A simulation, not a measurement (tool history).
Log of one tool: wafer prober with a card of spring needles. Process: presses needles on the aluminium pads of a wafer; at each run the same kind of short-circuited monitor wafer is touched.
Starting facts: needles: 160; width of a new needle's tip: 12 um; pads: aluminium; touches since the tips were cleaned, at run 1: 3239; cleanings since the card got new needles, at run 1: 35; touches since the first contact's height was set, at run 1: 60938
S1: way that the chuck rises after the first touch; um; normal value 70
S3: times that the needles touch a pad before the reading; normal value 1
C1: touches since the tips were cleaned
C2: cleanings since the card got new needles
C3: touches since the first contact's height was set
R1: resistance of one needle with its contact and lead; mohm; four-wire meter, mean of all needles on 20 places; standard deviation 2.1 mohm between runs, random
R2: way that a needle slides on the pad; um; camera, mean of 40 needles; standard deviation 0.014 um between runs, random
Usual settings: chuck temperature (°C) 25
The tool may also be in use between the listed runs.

Run 1, hour 0.0: usual settings; C1 3239; C2 35; C3 60938. Result: R1 237 mohm, R2 13.92 um.
At hour 1.2: tips cleaned on abrasive film.
At hour 8.1: tips cleaned on abrasive film.
Run 2, hour 12.3: usual settings; C1 2242; C2 37; C3 67422. Result: R1 236 mohm, R2 13.93 um.
At hour 15.2: tips cleaned on abrasive film.
At hour 21.6: tips cleaned on abrasive film.
Run 3, hour 21.6: usual settings; C1 0; C2 39; C3 72244. Result: R1 237 mohm, R2 13.93 um.
At hour 28.3: tips cleaned on abrasive film.
At hour 35.2: tips cleaned on abrasive film.
At hour 36.4: height of the first contact set anew.
Run 4, hour 37.8: usual settings; C1 1192; C2 41; C3 718. Result: R1 235 mohm, R2 13.94 um.
At hour 43.1: tips cleaned on abrasive film.
At hour 50.7: tips cleaned on abrasive film.
Run 5, hour 53.3: usual settings; C1 1392; C2 43; C3 8903. Result: R1 234 mohm, R2 13.95 um.
At hour 57.7: tips cleaned on abrasive film.
At hour 64.7: tips cleaned on abrasive film.
Run 6, hour 68.0: usual settings; C1 1731; C2 45; C3 16652. Result: R1 239 mohm, R2 13.97 um.
At hour 72.1: tips cleaned on abrasive film.
At hour 78.8: tips cleaned on abrasive film.
Run 7, hour 82.0: usual settings; C1 1741; C2 47; C3 24063. Result: R1 235 mohm, R2 13.94 um.
At hour 86.1: tips cleaned on abrasive film.
At hour 93.1: tips cleaned on abrasive film.
At hour 99.6: tips cleaned on abrasive film.
Run 8, hour 101.2: usual settings; C1 855; C2 50; C3 34140. Result: R1 229 mohm, R2 13.97 um.
At hour 106.5: tips cleaned on abrasive film.
Run 9, hour 109.6: usual settings; C1 1648; C2 51; C3 38586. Result: R1 238 mohm, R2 13.97 um.
At hour 113.9: tips cleaned on abrasive film.
At hour 121.3: tips cleaned on abrasive film.
Run 10, hour 124.0: usual settings; C1 1441; C2 53; C3 46153. Result: R1 236 mohm, R2 13.97 um.

What does the tool deliver on the next run?
At hour 128.5: tips cleaned on abrasive film.
At hour 135.2: tips cleaned on abrasive film.
Run 11, hour 139.3: usual settings but S1 72 um, chuck temperature (°C) 104; C1 2191; C2 55; C3 54243. Result: R1 ?, R2 ?.

R1: 256 mohm
R2: 14.38 um
With the hidden condition absent and the run-to-run variation left alone, this run would have shown R1 256 mohm, R2 14.31 um.
